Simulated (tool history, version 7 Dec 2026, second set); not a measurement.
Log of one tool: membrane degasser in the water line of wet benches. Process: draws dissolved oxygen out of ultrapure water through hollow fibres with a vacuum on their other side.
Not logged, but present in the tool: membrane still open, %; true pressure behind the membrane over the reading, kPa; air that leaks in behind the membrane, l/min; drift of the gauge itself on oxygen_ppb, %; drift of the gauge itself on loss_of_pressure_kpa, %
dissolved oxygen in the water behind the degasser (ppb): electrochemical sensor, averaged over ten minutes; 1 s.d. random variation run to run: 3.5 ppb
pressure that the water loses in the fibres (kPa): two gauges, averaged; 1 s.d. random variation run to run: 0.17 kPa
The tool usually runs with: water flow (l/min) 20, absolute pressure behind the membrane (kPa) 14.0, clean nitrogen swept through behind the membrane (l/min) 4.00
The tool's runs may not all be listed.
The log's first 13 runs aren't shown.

run	hour	water flow (l/min)	absolute pressure behind the membrane (kPa)	clean nitrogen swept through behind the membrane (l/min)	hours since the membrane was changed	hours since the vacuum gauge was calibrated	hours since the vacuum lines were made tight	dissolved oxygen in the water behind the degasser (ppb)	pressure that the water loses in the fibres (kPa)
14	1593.1	20	14.0	4.00	8269	3438	2666	389.9	27.78
15	1753.2	20	14.0	4.00	8429	3599	2827	394.3	27.65
16	1931.1	20	14.0	4.00	8607	3776	3004	397.2	28.22
17	2037.0	20	9.4	4.00	8713	3882	3110	340.6	27.95
18	2215.0	20	9.4	4.00	8891	4060	3288	347.4	27.82
19	2333.7	19	29.9	1.80	9010	4179	3407	834.8	26.05
20	2492.0	12	10.0	2.32	9168	4337	3565	202.7	16.79
21	2674.0	14	16.7	3.15	9350	4519	3747	294.9	19.62
22	2845.9	20	20.6	3.53	9522	4691	3919	496.5	28.21
23	2932.4	13	23.6	4.00	9609	4778	4006	291.9	18.34
# hour 2949.7: vacuum gauge calibrated
24	3100.8	20	14.0	3.33	9776	151	4174	427.3	28.19
25	3256.8	13	14.0	10.44	9932	307	4330	166.1	18.14
26	3442.6	26	9.9	6.71	10118	493	4515	466.7	36.12
27	3623.3	26	9.9	6.71	10299	674	4696	458.3	36.79
28	3782.3	26	9.9	6.71	10458	833	4855	472.7	36.59
29	3922.4	13	18.6	2.00	10598	973	4995	369.0	18.45
30	4083.2	13	18.6	2.00	10759	1133	5156	370.5	18.45
31	4169.8	20	34.3	4.00	10845	1220	5243	620.2	28.31
32	4313.0	29	17.3	11.90	10989	1363	5386	558.6	40.52
33	4453.1	23	29.2	4.00	11129	1503	5526	671.2	32.78

Forecast each of these 3 alternatives for the next run:
A	4613.5	23	30.0	4.00	11289	1664	5686	?	?
B	4613.5	18	29.2	2.28	11289	1664	5686	?	?
C	4613.5	16	26.3	3.54	11289	1664	5686	?	?

run	dissolved oxygen in the water behind the degasser (ppb)	pressure that the water loses in the fibres (kPa)
A	673.9	32.38
B	689.5	25.32
C	443.0	22.42
Stripped of hidden state, with their random variation kept, the same runs would have yielded:
run	dissolved oxygen in the water behind the degasser (ppb)	pressure that the water loses in the fibres (kPa)
A	607.7	30.31
B	635.3	23.70
C	395.5	20.98
